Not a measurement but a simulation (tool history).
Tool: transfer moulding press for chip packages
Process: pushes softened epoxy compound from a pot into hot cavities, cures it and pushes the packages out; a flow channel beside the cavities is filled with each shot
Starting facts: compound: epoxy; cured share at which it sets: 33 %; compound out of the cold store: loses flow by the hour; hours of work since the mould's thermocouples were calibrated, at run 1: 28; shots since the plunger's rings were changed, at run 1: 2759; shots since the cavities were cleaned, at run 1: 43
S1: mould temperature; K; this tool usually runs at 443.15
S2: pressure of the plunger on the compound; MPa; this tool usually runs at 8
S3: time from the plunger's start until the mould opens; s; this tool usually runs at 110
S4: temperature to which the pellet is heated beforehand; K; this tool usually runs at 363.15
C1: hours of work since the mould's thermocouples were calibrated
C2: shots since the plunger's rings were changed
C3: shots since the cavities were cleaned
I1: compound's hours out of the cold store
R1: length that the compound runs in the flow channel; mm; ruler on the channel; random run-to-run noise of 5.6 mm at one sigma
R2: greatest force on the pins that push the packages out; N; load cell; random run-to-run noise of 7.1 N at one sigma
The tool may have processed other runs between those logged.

| run | hour | S1 | S2 | S3 | S4 | C1 | C2 | C3 | I1 | R1 | R2 |
|---|---|---|---|---|---|---|---|---|---|---|---|
| 1 | 0 | 443.15 | 8 | 110 | 363.15 | 28 | 2759 | 43 | 15.6 | 845 | 314 |
| 2 | 38.9 | 443.15 | 8 | 110 | 363.15 | 54 | 3175 | 459 | 37.6 | 743 | 438 |
| 3 | 70.6 | 447.15 | 8 | 110 | 363.15 | 75 | 3515 | 799 | 30.7 | 759 | 472 |
|  | 77.4 | cavities cleaned with cleaning compound and waxed |
| 4 | 117.3 | 447.15 | 8 | 110 | 363.15 | 105 | 3999 | 427 | 40.7 | 711 | 568 |
| 5 | 145 | 447.15 | 8 | 110 | 363.15 | 123 | 4295 | 723 | 26.3 | 767 | 564 |
|  | 156.9 | plunger's sealing rings changed |
|  | 162.2 | cavities cleaned with cleaning compound and waxed |
| 6 | 195.7 | 443.15 | 8 | 110 | 364.15 | 154 | 400 | 359 | 16.6 | 871 | 409 |
|  | 225 | cavities cleaned with cleaning compound and waxed, once more |
| 7 | 231.7 | 443.15 | 8 | 110 | 363.15 | 177 | 769 | 71 | 33.5 | 792 | 336 |
| 8 | 268.1 | 443.15 | 8 | 110 | 363.15 | 201 | 1160 | 462 | 42.1 | 751 | 421 |
|  | 304.8 | cavities cleaned with cleaning compound and waxed |
| 9 | 304.8 | 443.15 | 8 | 110 | 363.15 | 224 | 1537 | 0 | 39.1 | 752 | 305 |
| 10 | 348.6 | 443.15 | 8 | 110 | 363.15 | 253 | 2006 | 469 | 15.6 | 857 | 447 |
| 11 | 377.1 | 443.15 | 8 | 110 | 363.15 | 272 | 2311 | 774 | 43.2 | 737 | 460 |
|  | 385.7 | cavities cleaned with cleaning compound and waxed |
| 12 | 407.1 | 446.15 | 8 | 110 | 363.15 | 290 | 2616 | 229 | 47.6 | 695 | 354 |
| 13 | 437.5 | 446.15 | 8 | 110 | 361.15 | 310 | 2942 | 555 | 41.7 | 724 | 430 |
| 14 | 457 | 446.15 | 8 | 110 | 361.15 | 323 | 3150 | 763 | 32.2 | 762 | 446 |
|  | 465.7 | cavities cleaned with cleaning compound and waxed |
| 15 | 477.9 | 443.15 | 8 | 110 | 366.15 | 336 | 3358 | 130 | 29.9 | 778 | 350 |
| 16 | 511.7 | 443.15 | 8 | 110 | 353.15 | 358 | 3721 | 493 | 14.3 | 841 | 461 |
|  | 546.3 | cavities cleaned with cleaning compound and waxed |
| 17 | 548.7 | 443.15 | 7.09 | 110 | 369.15 | 382 | 4101 | 26 | 9.5 | 813 | 314 |
|  | 579.3 | plunger's sealing rings changed |
| 18 | 587.3 | 445.15 | 7.09 | 110 | 369.15 | 405 | 85 | 412 | 30.1 | 764 | 411 |
|  | 605.6 | mould's thermocouples calibrated |
| 19 | 610.7 | 443.15 | 9.61 | 110 | 356.15 | 3 | 315 | 642 | 13.4 | 962 | 467 |
|  | 630.5 | cavities cleaned with cleaning compound and waxed |
| 20 | 654 | 443.15 | 6.68 | 110 | 356.15 | 31 | 763 | 252 | 20.9 | 763 | 386 |
| 21 | 687.9 | 443.15 | 6.68 | 110 | 356.15 | 53 | 1126 | 615 | 9.7 | 808 | 444 |

Run 22 is up next; what results do you expect?
|  | 712.7 | cavities cleaned with cleaning compound and waxed |
| 22 | 735.1 | 437.15 | 7.93 | 118 | 361.15 | 83 | 1616 | 241 | 15.5 | ? | ? |

{"run 22": {"R1": 880, "R2": 450}}
Minus the tool's unlogged condition, the same run would have read R1 900 mm, R2 343 N.
